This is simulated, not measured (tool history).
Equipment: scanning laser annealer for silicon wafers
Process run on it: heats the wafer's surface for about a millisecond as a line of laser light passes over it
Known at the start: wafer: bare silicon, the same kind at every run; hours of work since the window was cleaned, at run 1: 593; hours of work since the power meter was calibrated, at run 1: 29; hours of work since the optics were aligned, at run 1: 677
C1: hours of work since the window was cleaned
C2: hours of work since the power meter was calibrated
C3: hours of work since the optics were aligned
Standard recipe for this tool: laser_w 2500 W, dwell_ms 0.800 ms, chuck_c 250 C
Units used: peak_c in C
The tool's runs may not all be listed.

{"run": 1, "day": 0.0, "laser_w": 2500, "dwell_ms": 0.8, "chuck_c": 250, "C1": 593, "C2": 29, "C3": 677, "peak_c": 1057}
{"day": 3.567, "done": "window over the wafer cleaned"}
{"run": 2, "day": 3.888, "laser_w": 2645, "dwell_ms": 0.8, "chuck_c": 250, "C1": 5, "C2": 91, "C3": 739, "peak_c": 1113}
{"run": 3, "day": 5.971, "laser_w": 2500, "dwell_ms": 0.8, "chuck_c": 250, "C1": 39, "C2": 124, "C3": 772, "peak_c": 1068}
{"run": 4, "day": 7.783, "laser_w": 2500, "dwell_ms": 0.8, "chuck_c": 250, "C1": 69, "C2": 154, "C3": 802, "peak_c": 1070}
{"run": 5, "day": 9.642, "laser_w": 2500, "dwell_ms": 0.68, "chuck_c": 250, "C1": 99, "C2": 184, "C3": 832, "peak_c": 997}
{"run": 6, "day": 11.842, "laser_w": 2500, "dwell_ms": 0.68, "chuck_c": 250, "C1": 135, "C2": 220, "C3": 868, "peak_c": 995}
{"run": 7, "day": 15.421, "laser_w": 2385, "dwell_ms": 0.8, "chuck_c": 250, "C1": 193, "C2": 278, "C3": 926, "peak_c": 1031}
{"run": 8, "day": 17.454, "laser_w": 2500, "dwell_ms": 0.8, "chuck_c": 219, "C1": 226, "C2": 311, "C3": 959, "peak_c": 1034}
{"run": 9, "day": 19.154, "laser_w": 2500, "dwell_ms": 0.8, "chuck_c": 250, "C1": 254, "C2": 339, "C3": 987, "peak_c": 1064}
{"run": 10, "day": 20.988, "laser_w": 2500, "dwell_ms": 0.8, "chuck_c": 250, "C1": 284, "C2": 369, "C3": 1017, "peak_c": 1063}
{"run": 11, "day": 24.146, "laser_w": 2500, "dwell_ms": 0.8, "chuck_c": 215, "C1": 335, "C2": 420, "C3": 1068, "peak_c": 1024}
{"run": 12, "day": 26.738, "laser_w": 2750, "dwell_ms": 0.8, "chuck_c": 250, "C1": 377, "C2": 463, "C3": 1111, "peak_c": 1135}
{"run": 13, "day": 28.362, "laser_w": 2750, "dwell_ms": 0.8, "chuck_c": 250, "C1": 404, "C2": 489, "C3": 1137, "peak_c": 1131}
{"run": 14, "day": 30.521, "laser_w": 2750, "dwell_ms": 0.8, "chuck_c": 250, "C1": 439, "C2": 524, "C3": 1172, "peak_c": 1134}
{"run": 15, "day": 34.342, "laser_w": 2637, "dwell_ms": 0.8, "chuck_c": 250, "C1": 501, "C2": 586, "C3": 1234, "peak_c": 1097}
{"day": 36.054, "done": "optics aligned, line set to its width"}
{"run": 16, "day": 36.696, "laser_w": 2403, "dwell_ms": 0.8, "chuck_c": 250, "C1": 536, "C2": 621, "C3": 10, "peak_c": 1033}
{"run": 17, "day": 40.438, "laser_w": 2403, "dwell_ms": 0.8, "chuck_c": 250, "C1": 597, "C2": 682, "C3": 71, "peak_c": 1030}
{"run": 18, "day": 42.567, "laser_w": 2403, "dwell_ms": 0.8, "chuck_c": 261, "C1": 631, "C2": 717, "C3": 106, "peak_c": 1040}
{"day": 43.742, "done": "window over the wafer cleaned"}
{"run": 19, "day": 44.396, "laser_w": 2403, "dwell_ms": 0.8, "chuck_c": 261, "C1": 11, "C2": 745, "C3": 134, "peak_c": 1057}
{"run": 20, "day": 47.862, "laser_w": 2500, "dwell_ms": 0.8, "chuck_c": 250, "C1": 67, "C2": 802, "C3": 191, "peak_c": 1073}
{"run": 21, "day": 50.483, "laser_w": 2500, "dwell_ms": 0.565, "chuck_c": 237, "C1": 110, "C2": 844, "C3": 234, "peak_c": 911}
{"run": 22, "day": 52.908, "laser_w": 2500, "dwell_ms": 0.8, "chuck_c": 217, "C1": 149, "C2": 884, "C3": 273, "peak_c": 1037}
{"run": 23, "day": 56.108, "laser_w": 2201, "dwell_ms": 0.707, "chuck_c": 274, "C1": 201, "C2": 936, "C3": 325, "peak_c": 953}
{"run": 24, "day": 59.408, "laser_w": 2500, "dwell_ms": 0.907, "chuck_c": 234, "C1": 255, "C2": 990, "C3": 379, "peak_c": 1110}
{"run": 25, "day": 62.171, "laser_w": 2500, "dwell_ms": 0.907, "chuck_c": 234, "C1": 300, "C2": 1034, "C3": 424, "peak_c": 1107}
{"run": 26, "day": 65.425, "laser_w": 2500, "dwell_ms": 0.907, "chuck_c": 234, "C1": 353, "C2": 1087, "C3": 477, "peak_c": 1105}
{"run": 27, "day": 67.471, "laser_w": 2528, "dwell_ms": 0.792, "chuck_c": 250, "C1": 386, "C2": 1121, "C3": 510, "peak_c": 1067}
{"run": 28, "day": 70.917, "laser_w": 2321, "dwell_ms": 0.628, "chuck_c": 245, "C1": 442, "C2": 1177, "C3": 566, "peak_c": 903}
{"run": 29, "day": 72.662, "laser_w": 2497, "dwell_ms": 0.943, "chuck_c": 271, "C1": 471, "C2": 1205, "C3": 595, "peak_c": 1156}
{"run": 30, "day": 75.717, "laser_w": 2635, "dwell_ms": 0.8, "chuck_c": 246, "C1": 520, "C2": 1255, "C3": 644, "peak_c": 1096}
{"run": 31, "day": 79.4, "laser_w": 2635, "dwell_ms": 0.8, "chuck_c": 246, "C1": 580, "C2": 1315, "C3": 704, "peak_c": 1089}
{"run": 32, "day": 81.896, "laser_w": 2635, "dwell_ms": 0.8, "chuck_c": 246, "C1": 621, "C2": 1356, "C3": 745, "peak_c": 1091}
{"day": 83.829, "done": "window over the wafer cleaned"}
{"run": 33, "day": 83.917, "laser_w": 2524, "dwell_ms": 0.8, "chuck_c": 251, "C1": 1, "C2": 1387, "C3": 776, "peak_c": 1079}
{"run": 34, "day": 87.183, "laser_w": 2587, "dwell_ms": 0.8, "chuck_c": 250, "C1": 55, "C2": 1440, "C3": 829, "peak_c": 1092}
{"run": 35, "day": 90.888, "laser_w": 2587, "dwell_ms": 0.8, "chuck_c": 250, "C1": 115, "C2": 1501, "C3": 890, "peak_c": 1093}
{"run": 36, "day": 93.596, "laser_w": 2587, "dwell_ms": 0.8, "chuck_c": 250, "C1": 159, "C2": 1545, "C3": 934, "peak_c": 1091}
{"run": 37, "day": 95.625, "laser_w": 2587, "dwell_ms": 0.8, "chuck_c": 250, "C1": 192, "C2": 1578, "C3": 967, "peak_c": 1089}
{"run": 38, "day": 97.888, "laser_w": 2587, "dwell_ms": 0.8, "chuck_c": 250, "C1": 229, "C2": 1614, "C3": 1004, "peak_c": 1088}
{"run": 39, "day": 100.412, "laser_w": 2256, "dwell_ms": 0.799, "chuck_c": 274, "C1": 270, "C2": 1656, "C3": 1045, "peak_c": 1011}
{"run": 40, "day": 102.817, "laser_w": 2256, "dwell_ms": 0.799, "chuck_c": 274, "C1": 309, "C2": 1695, "C3": 1084, "peak_c": 1013}

Each row is a separate what-if for the run after 40, all from the same tool condition, not one after another. Results?
{"run": "A", "day": 105.888, "laser_w": 2256, "dwell_ms": 0.848, "chuck_c": 274, "C1": 359, "C2": 1745, "C3": 1134, "peak_c": "?"}
{"run": "B", "day": 105.888, "laser_w": 2400, "dwell_ms": 0.656, "chuck_c": 274, "C1": 359, "C2": 1745, "C3": 1134, "peak_c": "?"}
{"run": "C", "day": 105.888, "laser_w": 2500, "dwell_ms": 0.99, "chuck_c": 214, "C1": 359, "C2": 1745, "C3": 1134, "peak_c": "?"}
{"run": "D", "day": 105.888, "laser_w": 2256, "dwell_ms": 0.648, "chuck_c": 274, "C1": 359, "C2": 1745, "C3": 1134, "peak_c": "?"}
{"run": "E", "day": 105.888, "laser_w": 2335, "dwell_ms": 0.799, "chuck_c": 217, "C1": 359, "C2": 1745, "C3": 1134, "peak_c": "?"}

run=A peak_c=1034
run=B peak_c=972
run=C peak_c=1123
run=D peak_c=927
run=E peak_c=975
Take away the tool's hidden state, keep each run's random variation, and the runs would have read:
run=A peak_c=1051
run=B peak_c=987
run=C peak_c=1143
run=D peak_c=941
run=E peak_c=992

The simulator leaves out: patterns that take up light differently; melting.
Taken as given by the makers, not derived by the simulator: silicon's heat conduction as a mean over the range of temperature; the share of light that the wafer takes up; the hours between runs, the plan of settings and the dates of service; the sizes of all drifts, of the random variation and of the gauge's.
